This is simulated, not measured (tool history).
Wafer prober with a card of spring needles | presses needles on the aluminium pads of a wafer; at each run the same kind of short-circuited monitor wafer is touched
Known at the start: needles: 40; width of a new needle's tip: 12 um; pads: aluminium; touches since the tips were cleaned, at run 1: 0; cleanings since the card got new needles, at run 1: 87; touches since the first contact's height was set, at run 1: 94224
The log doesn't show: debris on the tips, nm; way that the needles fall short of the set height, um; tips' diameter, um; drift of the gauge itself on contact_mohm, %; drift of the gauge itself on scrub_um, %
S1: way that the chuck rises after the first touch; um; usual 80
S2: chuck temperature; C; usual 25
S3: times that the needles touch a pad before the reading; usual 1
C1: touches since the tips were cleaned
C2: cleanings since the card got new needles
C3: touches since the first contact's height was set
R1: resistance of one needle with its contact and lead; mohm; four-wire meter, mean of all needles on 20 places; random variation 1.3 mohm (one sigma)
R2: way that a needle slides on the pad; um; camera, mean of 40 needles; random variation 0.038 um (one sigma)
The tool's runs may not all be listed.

{"run": 1, "day": 0.0, "S1": 80, "S2": 25, "S3": 1, "C1": 0, "C2": 87, "C3": 94224, "R1": 111, "R2": 14.67}
{"day": 0.558, "done": "tips cleaned on abrasive film"}
{"run": 2, "day": 0.917, "S1": 80, "S2": 26, "S3": 1, "C1": 5172, "C2": 88, "C3": 107371, "R1": 225, "R2": 14.63}
{"day": 1.133, "done": "tips cleaned on abrasive film"}
{"day": 1.762, "done": "tips cleaned on abrasive film"}
{"run": 3, "day": 1.883, "S1": 80, "S2": 26, "S3": 1, "C1": 1725, "C2": 90, "C3": 121185, "R1": 170, "R2": 14.57}
{"day": 2.388, "done": "tips cleaned on abrasive film"}
{"day": 3.017, "done": "tips cleaned on abrasive film"}
{"day": 3.029, "done": "height of the first contact set anew"}
{"run": 4, "day": 3.417, "S1": 99, "S2": 26, "S3": 1, "C1": 5644, "C2": 92, "C3": 5644, "R1": 187, "R2": 18.42}
{"day": 3.596, "done": "tips cleaned on abrasive film"}
{"day": 4.171, "done": "tips cleaned on abrasive film"}
{"day": 4.779, "done": "tips cleaned on abrasive film"}
{"run": 5, "day": 4.892, "S1": 99, "S2": 26, "S3": 1, "C1": 1645, "C2": 95, "C3": 26730, "R1": 139, "R2": 18.25}
{"day": 5.342, "done": "tips cleaned on abrasive film"}
{"run": 6, "day": 5.779, "S1": 99, "S2": 26, "S3": 2, "C1": 6340, "C2": 96, "C3": 39456, "R1": 159, "R2": 18.38}
{"day": 5.896, "done": "tips cleaned on abrasive film"}
{"day": 6.508, "done": "tips cleaned on abrasive film"}
{"day": 7.062, "done": "tips cleaned on abrasive film"}
{"run": 7, "day": 7.492, "S1": 99, "S2": 26, "S3": 2, "C1": 6170, "C2": 99, "C3": 63967, "R1": 157, "R2": 18.2}
{"day": 7.625, "done": "tips cleaned on abrasive film"}
{"day": 8.179, "done": "tips cleaned on abrasive film"}
{"run": 8, "day": 8.538, "S1": 80, "S2": 25, "S3": 1, "C1": 5133, "C2": 101, "C3": 78923, "R1": 231, "R2": 14.73}
{"day": 8.838, "done": "tips cleaned on abrasive film"}
{"day": 9.429, "done": "tips cleaned on abrasive film"}
{"run": 9, "day": 9.6, "S1": 80, "S2": 25, "S3": 1, "C1": 2472, "C2": 103, "C3": 94134, "R1": 195, "R2": 14.63}
{"day": 10.021, "done": "tips cleaned on abrasive film"}
{"day": 10.583, "done": "tips cleaned on abrasive film"}
{"day": 11.138, "done": "tips cleaned on abrasive film"}
{"run": 10, "day": 11.25, "S1": 80, "S2": 25, "S3": 1, "C1": 1614, "C2": 106, "C3": 117744, "R1": 183, "R2": 14.67}
{"day": 11.717, "done": "tips cleaned on abrasive film"}
{"day": 12.267, "done": "tips cleaned on abrasive film"}
{"run": 11, "day": 12.442, "S1": 80, "S2": 25, "S3": 1, "C1": 2521, "C2": 108, "C3": 134806, "R1": 181, "R2": 14.56}
{"day": 12.546, "done": "height of the first contact set anew"}
{"day": 12.904, "done": "tips cleaned on abrasive film"}
{"day": 13.533, "done": "tips cleaned on abrasive film"}
{"run": 12, "day": 13.958, "S1": 80, "S2": 60, "S3": 2, "C1": 6126, "C2": 110, "C3": 20251, "R1": 189, "R2": 14.83}
{"day": 14.079, "done": "tips cleaned on abrasive film"}
{"day": 14.642, "done": "tips cleaned on abrasive film"}
{"day": 15.254, "done": "tips cleaned on abrasive film"}
{"run": 13, "day": 15.321, "S1": 75, "S2": 121, "S3": 2, "C1": 1000, "C2": 113, "C3": 39752, "R1": 142, "R2": 13.88}
{"day": 15.783, "done": "tips cleaned on abrasive film"}
{"day": 16.362, "done": "tips cleaned on abrasive film"}
{"day": 16.896, "done": "tips cleaned on abrasive film"}
{"run": 14, "day": 16.896, "S1": 75, "S2": 55, "S3": 1, "C1": 0, "C2": 116, "C3": 62263, "R1": 117, "R2": 13.75}
{"day": 17.429, "done": "tips cleaned on abrasive film"}
{"day": 18.038, "done": "tips cleaned on abrasive film"}
{"run": 15, "day": 18.342, "S1": 75, "S2": 55, "S3": 1, "C1": 4419, "C2": 118, "C3": 83024, "R1": 238, "R2": 13.74}
{"day": 18.579, "done": "tips cleaned on abrasive film"}
{"day": 19.133, "done": "tips cleaned on abrasive film"}
{"run": 16, "day": 19.3, "S1": 75, "S2": 25, "S3": 2, "C1": 2360, "C2": 120, "C3": 96686, "R1": 161, "R2": 13.66}
{"day": 19.729, "done": "tips cleaned on abrasive film"}
{"day": 20.267, "done": "tips cleaned on abrasive film"}
{"day": 20.85, "done": "tips cleaned on abrasive film"}
{"run": 17, "day": 21.012, "S1": 75, "S2": 25, "S3": 2, "C1": 2397, "C2": 123, "C3": 121250, "R1": 161, "R2": 13.72}
{"day": 21.392, "done": "tips cleaned on abrasive film"}
{"day": 21.954, "done": "tips cleaned on abrasive film"}
{"day": 22.121, "done": "height of the first contact set anew"}
{"day": 22.508, "done": "tips cleaned on abrasive film"}
{"run": 18, "day": 22.717, "S1": 65, "S2": 29, "S3": 1, "C1": 2952, "C2": 126, "C3": 8513, "R1": 246, "R2": 12.11}
{"day": 23.046, "done": "tips cleaned on abrasive film"}
{"day": 23.596, "done": "tips cleaned on abrasive film"}
{"day": 24.188, "done": "tips cleaned on abrasive film"}
{"run": 19, "day": 24.192, "S1": 80, "S2": 79, "S3": 1, "C1": 69, "C2": 129, "C3": 29659, "R1": 132, "R2": 14.75}
{"day": 24.775, "done": "tips cleaned on abrasive film"}
{"run": 20, "day": 25.021, "S1": 80, "S2": 79, "S3": 1, "C1": 3518, "C2": 130, "C3": 41520, "R1": 214, "R2": 14.76}
{"day": 25.367, "done": "tips cleaned on abrasive film"}
{"day": 25.908, "done": "tips cleaned on abrasive film"}
{"day": 26.471, "done": "tips cleaned on abrasive film"}
{"run": 21, "day": 26.608, "S1": 80, "S2": 44, "S3": 1, "C1": 1971, "C2": 133, "C3": 64243, "R1": 196, "R2": 14.76}

5 ways to go on from here, each from the tool as it stands after run 21. What would each give?
{"day": 27.117, "done": "tips cleaned on abrasive film"}
{"day": 27.679, "done": "tips cleaned on abrasive film"}
{"run": "A", "day": 27.708, "S1": 80, "S2": 44, "S3": 2, "C1": 402, "C2": 135, "C3": 79990, "R1": "?", "R2": "?"}
{"day": 27.117, "done": "tips cleaned on abrasive film"}
{"day": 27.679, "done": "tips cleaned on abrasive film"}
{"run": "B", "day": 27.708, "S1": 90, "S2": 25, "S3": 1, "C1": 402, "C2": 135, "C3": 79990, "R1": "?", "R2": "?"}
{"day": 27.117, "done": "tips cleaned on abrasive film"}
{"day": 27.679, "done": "tips cleaned on abrasive film"}
{"run": "C", "day": 27.708, "S1": 82, "S2": 25, "S3": 1, "C1": 402, "C2": 135, "C3": 79990, "R1": "?", "R2": "?"}
{"day": 27.117, "done": "tips cleaned on abrasive film"}
{"day": 27.679, "done": "tips cleaned on abrasive film"}
{"run": "D", "day": 27.708, "S1": 82, "S2": 75, "S3": 1, "C1": 402, "C2": 135, "C3": 79990, "R1": "?", "R2": "?"}
{"day": 27.117, "done": "tips cleaned on abrasive film"}
{"day": 27.679, "done": "tips cleaned on abrasive film"}
{"run": "E", "day": 27.708, "S1": 73, "S2": 44, "S3": 1, "C1": 402, "C2": 135, "C3": 79990, "R1": "?", "R2": "?"}

run=A R1=130 R2=14.71
run=B R1=131 R2=16.56
run=C R1=139 R2=15.07
run=D R1=146 R2=14.99
run=E R1=149 R2=13.4
Without the tool's hidden state the same runs would have given:
run=A R1=109 R2=14.91
run=B R1=103 R2=16.76
run=C R1=106 R2=15.27
run=D R1=115 R2=15.19
run=E R1=109 R2=13.6
